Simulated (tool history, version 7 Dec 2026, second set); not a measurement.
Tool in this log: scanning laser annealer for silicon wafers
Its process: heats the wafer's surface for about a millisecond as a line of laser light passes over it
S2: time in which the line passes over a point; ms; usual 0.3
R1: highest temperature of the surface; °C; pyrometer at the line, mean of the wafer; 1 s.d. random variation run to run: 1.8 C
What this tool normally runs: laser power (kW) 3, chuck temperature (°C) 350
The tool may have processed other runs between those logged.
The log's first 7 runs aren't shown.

Run 8, hour 170.5: usual settings but laser power (kW) 3.015, S2 0.296 ms. Result: R1 1006 °C.
Run 9, hour 195.6: usual settings but laser power (kW) 3.015, S2 0.296 ms. Result: R1 1003 °C.
Run 10, hour 215.7: usual settings. Result: R1 1003 °C.
Run 11, hour 236.1: usual settings. Result: R1 1002 °C.
Run 12, hour 251: usual settings. Result: R1 1000 °C.
Run 13, hour 279.6: usual settings. Result: R1 996 °C.
At hour 288.7: optics aligned, line set to its width.
At hour 294.8: window over the wafer cleaned.
Run 14, hour 301.2: usual settings. Result: R1 1051 °C.
Run 15, hour 323.4: usual settings. Result: R1 1047 °C.
Run 16, hour 354.8: usual settings but laser power (kW) 2.709, S2 0.369 ms, chuck temperature (°C) 336. Result: R1 1030 °C.
Run 17, hour 377.2: usual settings but S2 0.361 ms. Result: R1 1122 °C.
Run 18, hour 408.6: usual settings but laser power (kW) 3.032, S2 0.255 ms. Result: R1 988 °C.
Run 19, hour 432.3: usual settings but laser power (kW) 2.995, chuck temperature (°C) 390. Result: R1 1076 °C.
Run 20, hour 464.2: usual settings but S2 0.29 ms, chuck temperature (°C) 375. Result: R1 1046 °C.
Run 21, hour 489.7: usual settings but chuck temperature (°C) 332. Result: R1 1016 °C.
Run 22, hour 503.8: usual settings but chuck temperature (°C) 332. Result: R1 1016 °C.
Run 23, hour 523.4: usual settings but chuck temperature (°C) 332. Result: R1 1011 °C.
Run 24, hour 552.4: usual settings but S2 0.333 ms, chuck temperature (°C) 332. Result: R1 1053 °C.
Run 25, hour 577.5: usual settings but laser power (kW) 3.044, S2 0.249 ms, chuck temperature (°C) 311. Result: R1 932 °C.
Run 26, hour 606.7: usual settings but laser power (kW) 3.044, S2 0.249 ms, chuck temperature (°C) 311. Result: R1 927 °C.

The next listed run, before its measurement:
Run 27, hour 627.2: usual settings but laser power (kW) 3.044, S2 0.249 ms, chuck temperature (°C) 311. Result: R1 ?.

R1: 929 °C
If the tool had no hidden condition, the same run with the same run-to-run variation would have returned R1 953 °C.
